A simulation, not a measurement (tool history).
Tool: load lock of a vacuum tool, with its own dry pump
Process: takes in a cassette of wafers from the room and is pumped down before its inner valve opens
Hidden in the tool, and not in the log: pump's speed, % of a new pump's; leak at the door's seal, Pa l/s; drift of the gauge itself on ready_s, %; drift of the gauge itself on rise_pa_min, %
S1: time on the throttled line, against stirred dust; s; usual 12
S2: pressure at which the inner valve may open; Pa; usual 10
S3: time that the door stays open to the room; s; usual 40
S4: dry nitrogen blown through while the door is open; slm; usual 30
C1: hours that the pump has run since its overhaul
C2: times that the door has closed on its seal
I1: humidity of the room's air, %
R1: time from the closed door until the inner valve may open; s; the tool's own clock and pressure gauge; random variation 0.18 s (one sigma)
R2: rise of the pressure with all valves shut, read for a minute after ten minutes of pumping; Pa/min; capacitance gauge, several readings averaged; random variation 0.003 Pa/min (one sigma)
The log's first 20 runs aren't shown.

run,day,S1,S2,S3,S4,C1,C2,I1,R1,R2
21,358.704,19,10,40,9,7285,7364,45.7,30.9,0.09
22,372.233,24,19,34,30,7609,8931,46.6,33.7,0.066
23,387.917,9,8,40,7,7986,10747,42.4,23.6,0.095
24,403.75,12,18,207,30,8366,12581,47,24.3,0.162
25,416.821,12,10,40,30,8679,14094,49.1,25.5,0.09
26,431.904,12,9,40,44,9041,15842,46,25.9,0.093
27,446.625,12,9,40,37,9395,17546,46.2,26.1,0.108
28,471.454,12,9,40,37,9991,20422,42.8,25.8,0.12
29,495.867,12,9,40,10,10577,23249,43.9,25.8,0.156
30,521.958,12,12,83,30,11203,26271,47.8,25.7,0.184
31,533.842,17,15,44,30,11488,27647,40.6,29.1,0.16
32,559.604,17,19,157,30,12106,30630,48.1,29.1,0.248
33,570.196,12,15,40,30,12360,31857,43.6,25.3,0.194
34,587.467,12,10,40,13,12775,33857,46.7,26.1,0.233
35,605.512,12,10,40,13,13208,35947,44.4,26.2,0.248
36,624.567,8,8,40,30,13665,38154,43.4,23.6,0.253

Forecast each of these 4 alternatives for the next run:
A,636.117,7,10,82,14,13942,39492,45.6,?,?
B,636.117,17,10,40,30,13942,39492,44.4,?,?
C,636.117,14,8,30,30,13942,39492,49.6,?,?
D,636.117,12,18,40,39,13942,39492,43.3,?,?

run,R1,R2
A,22.3,0.311
B,30.3,0.272
C,28.3,0.265
D,25.1,0.256
Without the tool's hidden state the same runs would have given:
run,R1,R2
A,20.1,0.086
B,28.4,0.043
C,26.3,0.036
D,23.2,0.031

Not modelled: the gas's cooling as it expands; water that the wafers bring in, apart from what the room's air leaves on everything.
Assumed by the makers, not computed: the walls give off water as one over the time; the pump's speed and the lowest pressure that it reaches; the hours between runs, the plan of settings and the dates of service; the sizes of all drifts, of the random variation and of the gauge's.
